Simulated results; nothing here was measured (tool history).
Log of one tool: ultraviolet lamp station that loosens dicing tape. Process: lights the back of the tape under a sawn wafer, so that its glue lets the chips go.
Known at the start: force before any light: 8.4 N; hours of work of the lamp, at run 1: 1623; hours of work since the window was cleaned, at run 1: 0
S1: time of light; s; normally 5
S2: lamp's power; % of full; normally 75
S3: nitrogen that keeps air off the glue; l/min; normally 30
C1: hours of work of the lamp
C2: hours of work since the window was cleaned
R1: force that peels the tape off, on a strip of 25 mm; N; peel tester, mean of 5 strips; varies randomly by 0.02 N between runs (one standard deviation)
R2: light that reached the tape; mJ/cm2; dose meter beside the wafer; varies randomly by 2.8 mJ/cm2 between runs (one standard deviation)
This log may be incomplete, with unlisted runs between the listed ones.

| run | day | S1 | S2 | S3 | C1 | C2 | R1 | R2 |
|---|---|---|---|---|---|---|---|---|
| 1 | 0 | 5 | 75 | 30 | 1623 | 0 | 1.401 | 313 |
| 2 | 3.312 | 5 | 75 | 30 | 1656 | 33 | 1.453 | 308 |
| 3 | 6.075 | 5 | 75 | 14 | 1683 | 60 | 2.406 | 307 |
| 4 | 9.638 | 5 | 75 | 11 | 1719 | 96 | 2.636 | 304 |
| 5 | 13.142 | 5 | 89 | 11 | 1753 | 131 | 2.135 | 356 |
| 6 | 16.6 | 5 | 75 | 30 | 1788 | 165 | 1.507 | 304 |
| 7 | 20.254 | 5 | 75 | 30 | 1824 | 201 | 1.626 | 303 |
| 8 | 23.729 | 5 | 75 | 30 | 1859 | 236 | 1.534 | 293 |
| 9 | 27.338 | 5 | 75 | 30 | 1895 | 272 | 1.532 | 293 |
|  | 31.292 | lamp changed |
| 10 | 31.292 | 2 | 75 | 30 | 0 | 311 | 3.574 | 149 |
| 11 | 33.625 | 5 | 75 | 58 | 23 | 334 | 0.692 | 375 |
| 12 | 36.725 | 5 | 75 | 58 | 54 | 365 | 0.68 | 371 |
| 13 | 39.083 | 5 | 75 | 58 | 77 | 388 | 0.683 | 371 |
| 14 | 42.15 | 5 | 75 | 58 | 108 | 419 | 0.704 | 371 |
| 15 | 44.517 | 5 | 75 | 58 | 131 | 442 | 0.707 | 368 |
| 16 | 47.679 | 5 | 75 | 58 | 163 | 474 | 0.699 | 365 |
|  | 47.921 | window cleaned of glue's vapour |
| 17 | 50.367 | 8 | 75 | 36 | 189 | 24 | 0.426 | 574 |
| 18 | 52.708 | 4 | 88 | 36 | 213 | 48 | 1.153 | 337 |
| 19 | 55.388 | 3 | 76 | 30 | 239 | 74 | 2.423 | 209 |
| 20 | 57.612 | 4 | 75 | 30 | 261 | 96 | 1.617 | 281 |
| 21 | 60.871 | 5 | 97 | 23 | 294 | 129 | 0.934 | 453 |
| 22 | 63.371 | 5 | 96 | 22 | 319 | 154 | 0.958 | 438 |
| 23 | 65.85 | 2 | 75 | 35 | 343 | 178 | 3.431 | 137 |
| 24 | 69.233 | 9 | 75 | 35 | 377 | 212 | 0.377 | 627 |
| 25 | 71.754 | 9 | 75 | 35 | 402 | 237 | 0.396 | 615 |
|  | 72.971 | window cleaned of glue's vapour, once more |
| 26 | 73.604 | 9 | 75 | 35 | 420 | 6 | 0.346 | 660 |
| 27 | 77.158 | 3 | 96 | 43 | 456 | 42 | 1.39 | 281 |
| 28 | 80.358 | 4 | 83 | 35 | 487 | 73 | 1.243 | 319 |
| 29 | 83.008 | 6 | 68 | 12 | 514 | 100 | 1.864 | 390 |
| 30 | 85.458 | 3 | 61 | 12 | 538 | 124 | 4.229 | 174 |

Hidden state at the last listed run before each entry between runs and at the first one after, where it differs:
In the gap between runs 9 and 10: lamp changed (day 31.292)
  lamp's light, % of a new lamp's: 77.1 -> 99.1; light that the window lets through, % of a clean one's: 97.6 -> 97.3
  measured result minus the result with no hidden state, R1: +0.583 -> +0.111 N; R2: -97 -> -6 mJ/cm2
In the gap between runs 16 and 17: window cleaned of glue's vapour (day 47.921)
  lamp's light, % of a new lamp's: 97.2 -> 96.9; light that the window lets through, % of a clean one's: 96.1 -> 94.8
  measured result minus the result with no hidden state, R1: +0.083 -> +0.053 N; R2: -26 -> -51 mJ/cm2
In the gap between runs 25 and 26: window cleaned of glue's vapour, once more (day 72.971)
  lamp's light, % of a new lamp's: 94.4 -> 94.2; light that the window lets through, % of a clean one's: 93.3 -> 99.9
  measured result minus the result with no hidden state, R1: +0.063 -> +0.026 N; R2: -83 -> -41 mJ/cm2
